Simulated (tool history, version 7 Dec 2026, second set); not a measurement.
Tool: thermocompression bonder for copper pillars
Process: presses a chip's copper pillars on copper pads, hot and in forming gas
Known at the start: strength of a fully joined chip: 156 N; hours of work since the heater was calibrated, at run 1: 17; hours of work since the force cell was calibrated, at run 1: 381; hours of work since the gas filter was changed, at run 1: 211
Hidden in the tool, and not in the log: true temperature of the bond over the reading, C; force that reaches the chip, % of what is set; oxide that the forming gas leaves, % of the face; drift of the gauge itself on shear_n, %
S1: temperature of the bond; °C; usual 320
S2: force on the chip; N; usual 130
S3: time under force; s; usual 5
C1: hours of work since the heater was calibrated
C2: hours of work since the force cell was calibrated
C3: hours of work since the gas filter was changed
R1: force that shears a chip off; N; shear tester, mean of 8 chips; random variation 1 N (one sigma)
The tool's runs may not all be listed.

run	hour	S1	S2	S3	C1	C2	C3	R1
1	0.0	320	130	5	17	381	211	82.8
2	9.4	320	130	5	24	388	217	82.0
3	19.2	320	99	5	30	394	224	69.9
4	29.0	298	130	5	37	401	230	65.2
5	36.5	320	130	5	42	406	235	82.2
6	49.1	320	130	5	50	414	243	83.0
7	60.3	320	130	5	57	421	251	80.9
8	67.2	320	130	5	62	426	255	80.9
9	78.3	341	130	5	69	433	263	95.9
10	88.1	341	130	5	76	440	269	97.1
11	96.9	341	130	5	82	446	275	97.3
12	102.3	341	130	5	85	449	279	98.2
13	110.2	341	130	5	91	455	284	96.8
14	120.9	320	130	5	98	462	291	80.8
15	131.7	320	130	5	105	469	298	82.8
16	144.4	320	130	5	113	477	307	80.3
17	151.9	320	130	5	118	482	312	79.8
18	162.3	320	130	5	125	489	319	79.9
19	173.6	320	88	5	133	497	326	63.3
# hour 176.6: heater calibrated with a thermocouple chip
20	185.7	320	130	15	6	503	333	108.3
21	194.7	320	130	15	12	509	339	107.0
# hour 200.0: heater calibrated with a thermocouple chip, once more
22	207.3	320	130	15	5	516	346	105.2
23	216.4	308	130	5	11	522	352	70.2
24	222.7	308	130	4	15	527	356	64.6
25	232.2	308	159	3	21	533	362	68.1
26	238.4	320	130	4	26	537	366	74.0
27	243.9	320	130	4	29	541	370	74.0
28	253.6	320	130	4	36	547	376	73.2
29	260.0	297	81	12	40	551	381	63.1
30	270.1	297	177	12	47	558	387	98.1
31	279.6	297	177	12	53	564	394	99.2
32	291.4	317	90	12	61	572	402	82.0
33	299.8	309	81	6	66	578	407	53.5
34	309.3	291	125	7	73	584	414	63.3
35	316.9	318	130	5	78	589	418	76.7
36	322.7	320	116	11	81	593	422	93.7
37	330.6	318	111	5	87	598	428	69.7
38	336.9	318	111	5	91	602	432	68.4
# hour 344.5: forming gas filter changed
39	348.6	314	163	3	98	610	3	79.5

Hidden state or all else? Some run-to-run changes of R1, split into what the settings, what came in and random variation would give without the hidden state, and what is left for the hidden state (with any gauge scatter that isn't in both results):
Run 19 -> 20: S2 88 -> 130, S3 5 -> 15, heater calibrated with a thermocouple chip. R1 +45.0 N: hidden state -4.4, all else +49.4.
Run 22 -> 23: S1 320 -> 308, S3 15 -> 5. R1 -35.0 N: hidden state +3.2, all else -38.2.
Run 29 -> 30: S2 81 -> 177. R1 +35.0 N: hidden state -4.0, all else +39.0.
Run 38 -> 39: S1 318 -> 314, S2 111 -> 163, S3 5 -> 3, forming gas filter changed. R1 +11.1 N: hidden state +8.5, all else +2.6.
